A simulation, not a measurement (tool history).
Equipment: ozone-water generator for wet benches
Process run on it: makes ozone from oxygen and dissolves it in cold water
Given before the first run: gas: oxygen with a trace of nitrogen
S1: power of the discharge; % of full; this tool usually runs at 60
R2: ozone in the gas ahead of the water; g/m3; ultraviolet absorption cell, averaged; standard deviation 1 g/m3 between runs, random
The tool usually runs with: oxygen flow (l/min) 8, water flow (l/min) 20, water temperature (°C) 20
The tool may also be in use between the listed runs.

{"run": 1, "hour": 0.0, "S1": 60, "oxygen flow (l/min)": 8, "water flow (l/min)": 20, "water temperature (°C)": 20, "dissolved ozone (ppm)": 19.2, "R2": 179.4}
{"run": 2, "hour": 76.1, "S1": 63, "oxygen flow (l/min)": 8, "water flow (l/min)": 20, "water temperature (°C)": 20, "dissolved ozone (ppm)": 19.7, "R2": 185.2}
{"hour": 89.4, "done": "contactor cleaned"}
{"run": 3, "hour": 148.3, "S1": 63, "oxygen flow (l/min)": 8, "water flow (l/min)": 20, "water temperature (°C)": 20, "dissolved ozone (ppm)": 20.7, "R2": 184.4}
{"run": 4, "hour": 195.9, "S1": 63, "oxygen flow (l/min)": 8, "water flow (l/min)": 20, "water temperature (°C)": 20, "dissolved ozone (ppm)": 20.5, "R2": 185.8}
{"run": 5, "hour": 242.8, "S1": 63, "oxygen flow (l/min)": 8, "water flow (l/min)": 16, "water temperature (°C)": 20, "dissolved ozone (ppm)": 23.4, "R2": 184.4}
{"run": 6, "hour": 304.3, "S1": 60, "oxygen flow (l/min)": 8, "water flow (l/min)": 20, "water temperature (°C)": 20, "dissolved ozone (ppm)": 19.9, "R2": 179.4}
{"run": 7, "hour": 350.0, "S1": 60, "oxygen flow (l/min)": 8, "water flow (l/min)": 20, "water temperature (°C)": 20, "dissolved ozone (ppm)": 20, "R2": 179.6}
{"run": 8, "hour": 406.5, "S1": 60, "oxygen flow (l/min)": 8, "water flow (l/min)": 20, "water temperature (°C)": 20, "dissolved ozone (ppm)": 19.8, "R2": 179.7}
{"run": 9, "hour": 492.4, "S1": 79, "oxygen flow (l/min)": 8, "water flow (l/min)": 20, "water temperature (°C)": 20, "dissolved ozone (ppm)": 23.2, "R2": 205.6}
{"hour": 507.4, "done": "water thermometer calibrated"}
{"run": 10, "hour": 565.8, "S1": 79, "oxygen flow (l/min)": 8, "water flow (l/min)": 20, "water temperature (°C)": 20, "dissolved ozone (ppm)": 22.9, "R2": 206.8}
{"run": 11, "hour": 623.4, "S1": 60, "oxygen flow (l/min)": 8, "water flow (l/min)": 20, "water temperature (°C)": 20, "dissolved ozone (ppm)": 20.1, "R2": 178.6}
{"run": 12, "hour": 687.8, "S1": 60, "oxygen flow (l/min)": 8, "water flow (l/min)": 20, "water temperature (°C)": 20, "dissolved ozone (ppm)": 19.4, "R2": 178.1}
{"run": 13, "hour": 734.1, "S1": 60, "oxygen flow (l/min)": 8, "water flow (l/min)": 20, "water temperature (°C)": 20, "dissolved ozone (ppm)": 20.1, "R2": 179.2}
{"run": 14, "hour": 808.1, "S1": 60, "oxygen flow (l/min)": 8, "water flow (l/min)": 20, "water temperature (°C)": 14, "dissolved ozone (ppm)": 21.8, "R2": 179.1}
{"run": 15, "hour": 892.5, "S1": 60, "oxygen flow (l/min)": 8, "water flow (l/min)": 31, "water temperature (°C)": 14, "dissolved ozone (ppm)": 16, "R2": 178.7}
{"run": 16, "hour": 930.9, "S1": 60, "oxygen flow (l/min)": 8, "water flow (l/min)": 31, "water temperature (°C)": 14, "dissolved ozone (ppm)": 16, "R2": 178.3}
{"run": 17, "hour": 968.7, "S1": 60, "oxygen flow (l/min)": 8, "water flow (l/min)": 31, "water temperature (°C)": 26, "dissolved ozone (ppm)": 13.4, "R2": 179.5}
{"run": 18, "hour": 1034.4, "S1": 60, "oxygen flow (l/min)": 9.54, "water flow (l/min)": 31, "water temperature (°C)": 26, "dissolved ozone (ppm)": 12.8, "R2": 157.5}
{"run": 19, "hour": 1080.3, "S1": 46, "oxygen flow (l/min)": 8, "water flow (l/min)": 23, "water temperature (°C)": 20, "dissolved ozone (ppm)": 15.8, "R2": 154.9}
{"run": 20, "hour": 1156.7, "S1": 46, "oxygen flow (l/min)": 8, "water flow (l/min)": 23, "water temperature (°C)": 20, "dissolved ozone (ppm)": 15.9, "R2": 154}
{"run": 21, "hour": 1233.1, "S1": 79, "oxygen flow (l/min)": 5.66, "water flow (l/min)": 14, "water temperature (°C)": 13, "dissolved ozone (ppm)": 34.3, "R2": 259.1}
{"run": 22, "hour": 1299.7, "S1": 93, "oxygen flow (l/min)": 8, "water flow (l/min)": 30, "water temperature (°C)": 20, "dissolved ozone (ppm)": 18.7, "R2": 221.6}
{"run": 23, "hour": 1364.1, "S1": 42, "oxygen flow (l/min)": 8, "water flow (l/min)": 23, "water temperature (°C)": 18, "dissolved ozone (ppm)": 15.2, "R2": 145.8}
{"run": 24, "hour": 1417.9, "S1": 93, "oxygen flow (l/min)": 8, "water flow (l/min)": 17, "water temperature (°C)": 20, "dissolved ozone (ppm)": 27, "R2": 222.7}
{"run": 25, "hour": 1475.9, "S1": 93, "oxygen flow (l/min)": 8, "water flow (l/min)": 17, "water temperature (°C)": 20, "dissolved ozone (ppm)": 26.7, "R2": 223.6}
{"run": 26, "hour": 1538.9, "S1": 78, "oxygen flow (l/min)": 4.37, "water flow (l/min)": 20, "water temperature (°C)": 15, "dissolved ozone (ppm)": 26.4, "R2": 306.3}
{"run": 27, "hour": 1620.0, "S1": 78, "oxygen flow (l/min)": 10.39, "water flow (l/min)": 19, "water temperature (°C)": 15, "dissolved ozone (ppm)": 23.4, "R2": 169.3}
{"run": 28, "hour": 1688.2, "S1": 45, "oxygen flow (l/min)": 10.39, "water flow (l/min)": 21, "water temperature (°C)": 16, "dissolved ozone (ppm)": 16.3, "R2": 126.7}
{"run": 29, "hour": 1742.4, "S1": 49, "oxygen flow (l/min)": 4.4, "water flow (l/min)": 20, "water temperature (°C)": 20, "dissolved ozone (ppm)": 19.8, "R2": 237.7}
{"run": 30, "hour": 1820.3, "S1": 83, "oxygen flow (l/min)": 4.4, "water flow (l/min)": 20, "water temperature (°C)": 28, "dissolved ozone (ppm)": 22.9, "R2": 314}
{"run": 31, "hour": 1873.7, "S1": 46, "oxygen flow (l/min)": 8, "water flow (l/min)": 22, "water temperature (°C)": 16, "dissolved ozone (ppm)": 17, "R2": 154.4}
{"run": 32, "hour": 1952.9, "S1": 46, "oxygen flow (l/min)": 8, "water flow (l/min)": 22, "water temperature (°C)": 16, "dissolved ozone (ppm)": 16.6, "R2": 153.1}

Branching from run 32: 5 alternative next runs. What would each branch give?
{"run": "A", "hour": 1995.0, "S1": 90, "oxygen flow (l/min)": 8, "water flow (l/min)": 14, "water temperature (°C)": 20, "dissolved ozone (ppm)": "?", "R2": "?"}
{"run": "B", "hour": 1995.0, "S1": 73, "oxygen flow (l/min)": 12.3, "water flow (l/min)": 20, "water temperature (°C)": 12, "dissolved ozone (ppm)": "?", "R2": "?"}
{"run": "C", "hour": 1995.0, "S1": 60, "oxygen flow (l/min)": 8, "water flow (l/min)": 20, "water temperature (°C)": 13, "dissolved ozone (ppm)": "?", "R2": "?"}
{"run": "D", "hour": 1995.0, "S1": 46, "oxygen flow (l/min)": 4.15, "water flow (l/min)": 22, "water temperature (°C)": 16, "dissolved ozone (ppm)": "?", "R2": "?"}
{"run": "E", "hour": 1995.0, "S1": 46, "oxygen flow (l/min)": 12.37, "water flow (l/min)": 17, "water temperature (°C)": 20, "dissolved ozone (ppm)": "?", "R2": "?"}

run=A dissolved_ozone_(ppm)=28.8 R2=216.8
run=B dissolved_ozone_(ppm)=22.2 R2=146.1
run=C dissolved_ozone_(ppm)=21.6 R2=175.6
run=D dissolved_ozone_(ppm)=18 R2=239.7
run=E dissolved_ozone_(ppm)=15.8 R2=114.7
Without the tool's hidden state the same runs would have given:
run=A dissolved_ozone_(ppm)=30.6 R2=224.5
run=B dissolved_ozone_(ppm)=23.6 R2=150.8
run=C dissolved_ozone_(ppm)=22.9 R2=180.6
run=D dissolved_ozone_(ppm)=19 R2=245.5
run=E dissolved_ozone_(ppm)=16.7 R2=117.5
